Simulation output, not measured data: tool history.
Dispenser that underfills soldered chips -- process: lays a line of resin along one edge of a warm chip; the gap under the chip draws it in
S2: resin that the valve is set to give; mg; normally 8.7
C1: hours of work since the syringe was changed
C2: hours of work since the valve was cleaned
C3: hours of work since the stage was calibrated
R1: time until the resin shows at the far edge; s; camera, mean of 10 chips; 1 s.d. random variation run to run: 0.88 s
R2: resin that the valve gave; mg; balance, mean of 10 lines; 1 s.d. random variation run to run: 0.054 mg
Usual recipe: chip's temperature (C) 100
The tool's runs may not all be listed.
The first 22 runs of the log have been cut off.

At hour 168.5: new syringe of resin.
At hour 175.9: new syringe of resin.
Run 23, hour 176.5: usual settings but chip's temperature (C) 99, S2 7.86 mg; C1 1; C2 80; C3 319. Result: R1 82 s, R2 7.55 mg.
At hour 182.8: new syringe of resin.
Run 24, hour 184.4: usual settings but chip's temperature (C) 92, S2 11.27 mg; C1 1; C2 86; C3 325. Result: R1 102.3 s, R2 10.68 mg.
At hour 189.7: new syringe of resin.
Run 25, hour 189.7: usual settings but chip's temperature (C) 107, S2 9.99 mg; C1 0; C2 90; C3 329. Result: R1 63.4 s, R2 9.49 mg.
Run 26, hour 195.9: usual settings but chip's temperature (C) 91, S2 11.15 mg; C1 5; C2 95; C3 333. Result: R1 121.2 s, R2 10.74 mg.
At hour 197.1: new syringe of resin.
Run 27, hour 203.1: usual settings but chip's temperature (C) 94, S2 11.15 mg; C1 5; C2 100; C3 339. Result: R1 104.3 s, R2 10.59 mg.
At hour 204.3: new syringe of resin.
At hour 211.7: new syringe of resin.
Run 28, hour 213.3: usual settings but chip's temperature (C) 105, S2 10.24 mg; C1 1; C2 108; C3 346. Result: R1 68 s, R2 9.59 mg.
At hour 218.7: new syringe of resin.
Run 29, hour 219: usual settings but S2 9.27 mg; C1 0; C2 112; C3 350. Result: R1 80.4 s, R2 8.87 mg.
Run 30, hour 223.6: usual settings but chip's temperature (C) 114, S2 9.27 mg; C1 4; C2 115; C3 354. Result: R1 58.3 s, R2 8.71 mg.
At hour 226.2: new syringe of resin.
At hour 233.6: new syringe of resin.
Run 31, hour 234.4: usual settings but S2 9.11 mg; C1 1; C2 123; C3 362. Result: R1 77.5 s, R2 8.74 mg.
At hour 240.9: new syringe of resin.
Run 32, hour 244.8: usual settings but chip's temperature (C) 88, S2 10 mg; C1 3; C2 131; C3 370. Result: R1 120.2 s, R2 9.33 mg.
At hour 248.2: new syringe of resin.
At hour 251: dispensing valve cleaned and set on the balance.
Run 33, hour 253.8: usual settings but chip's temperature (C) 87; C1 4; C2 2; C3 376. Result: R1 135 s, R2 8.58 mg.
At hour 256.8: new syringe of resin.
Run 34, hour 261.4: usual settings but chip's temperature (C) 101, S2 8.56 mg; C1 4; C2 8; C3 381. Result: R1 81.9 s, R2 8.48 mg.

3 options for the next run, each taken on its own from the tool as it stands now. Forecast them:
At hour 264.3: new syringe of resin.
Run A, hour 270.2: usual settings but chip's temperature (C) 107, S2 8.56 mg; C1 5; C2 14; C3 388. Result: R1 ?, R2 ?.
At hour 264.3: new syringe of resin.
Run B, hour 270.2: usual settings but chip's temperature (C) 109, S2 10.43 mg; C1 5; C2 14; C3 388. Result: R1 ?, R2 ?.
At hour 264.3: new syringe of resin.
Run C, hour 270.2: usual settings but chip's temperature (C) 88; C1 5; C2 14; C3 388. Result: R1 ?, R2 ?.

run     R1     R2
  A   72.4   8.47
  B   67.6  10.49
  C  131.3   8.61
With the hidden condition removed and each run's random variation left untouched, the same runs would have given:
run     R1     R2
  A     67   8.54
  B   62.6  10.58
  C  122.5   8.68
